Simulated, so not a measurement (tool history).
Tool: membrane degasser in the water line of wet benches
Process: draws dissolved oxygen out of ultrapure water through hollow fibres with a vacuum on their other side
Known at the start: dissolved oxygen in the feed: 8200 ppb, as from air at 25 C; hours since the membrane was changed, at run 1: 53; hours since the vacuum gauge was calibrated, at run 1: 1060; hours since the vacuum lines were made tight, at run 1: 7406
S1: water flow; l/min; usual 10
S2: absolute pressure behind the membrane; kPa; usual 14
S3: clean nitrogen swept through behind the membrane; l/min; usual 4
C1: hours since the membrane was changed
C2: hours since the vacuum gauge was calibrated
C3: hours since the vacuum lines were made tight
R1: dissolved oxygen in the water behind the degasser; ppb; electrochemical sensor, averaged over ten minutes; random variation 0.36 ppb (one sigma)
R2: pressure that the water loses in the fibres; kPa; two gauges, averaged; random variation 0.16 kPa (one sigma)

run    hour  S1    S2     S3    C1    C2     C3     R1     R2
  1       0  10    14      4    53  1060   7406   73.6   41.9
  2     156  10    14   3.58   209  1216   7562   81.7  42.01
  3     260  10  12.3      4   313  1320   7666   62.3  42.11
  4   436.4  10    14   2.51   490  1497   7843  113.6  42.15
  5   577.1  10    14   2.51   630  1637   7983  112.8  42.26
  6   657.9  10    14   2.51   711  1718   8064  114.2  42.16
  7   806.9  10    14   2.51   860  1867   8213  113.4  42.23
  8   990.5  10   8.7   2.51  1044  2051   8397   60.4  42.32
  9  1085.8  10   8.7   2.51  1139  2146   8492   60.2  42.18
 10  1231.9  10    14      4  1285  2292   8638   74.8  42.16
 11  1345.5  10    14      4  1399  2406   8752     74  42.17
 12  1526.6  10    14   2.55  1580  2587   8933  113.1  42.15
 13  1699.2  10    14   2.55  1752  2760   9105  113.3  42.52
     1716.8  -- vacuum gauge calibrated
 14  1815.4  10    14   2.55  1868    99   9221  113.2  42.18
 15  1913.6  10    14   5.95  1966   197   9319     52  42.58
 16  2013.9  10    14   1.75  2067   297   9420    162  42.33
 17  2093.1  10    14   1.75  2146   376   9499  161.7  42.65
       2139  -- vacuum gauge calibrated, once more
 18  2231.8   8  31.2   2.57  2284    93   9637  235.3  34.16
 19  2325.2  10    14   4.65  2377   186   9730   66.1  42.37
 20  2400.7   9    14   2.59  2453   262   9806    102  38.25
 21  2528.5   9    16   1.67  2581   390   9934  181.6  38.28
 22  2684.7  13  24.2   6.11  2737   546  10090  130.7  55.12
 23  2797.7   7  24.2   6.11  2850   659  10203   68.7  29.74
 24    2901   9    14  10.08  2953   762  10306   28.3  38.49
 25  3051.4   9    14  10.08  3104   912  10457   28.2  38.59
 26  3229.3  14  27.6   4.56  3281  1090  10634  214.4  60.13
 27  3368.2  10    14   4.51  3420  1229  10773     68  42.69
 28    3445   7  15.7   3.73  3497  1306  10850   67.1  30.05
 29  3566.1  14  25.8   6.18  3618  1427  10971  153.4  59.56
 30  3695.6  14  13.2   6.18  3748  1557  11101   80.2  59.91
 31  3795.1  12    14   2.33  3847  1656  11200  152.6  51.41

Forecast each of these 3 alternatives for the next run:
       3858  -- seals of the vacuum lines changed
  A  3976.4  10  23.5     4  4027  1835  118   ?   ?
       3858  -- seals of the vacuum lines changed
  B  3976.4  12    14  4.63  4027  1835  118   ?   ?
       3858  -- seals of the vacuum lines changed
  C  3976.4   8    14  3.46  4027  1835  118   ?   ?

run     R1     R2
  A  127.6  42.92
  B   78.4  51.65
  C   63.3  34.23
Without the tool's hidden state the same runs would have given:
run     R1     R2
  A  126.4  42.14
  B   76.7  50.72
  C   62.5  33.61
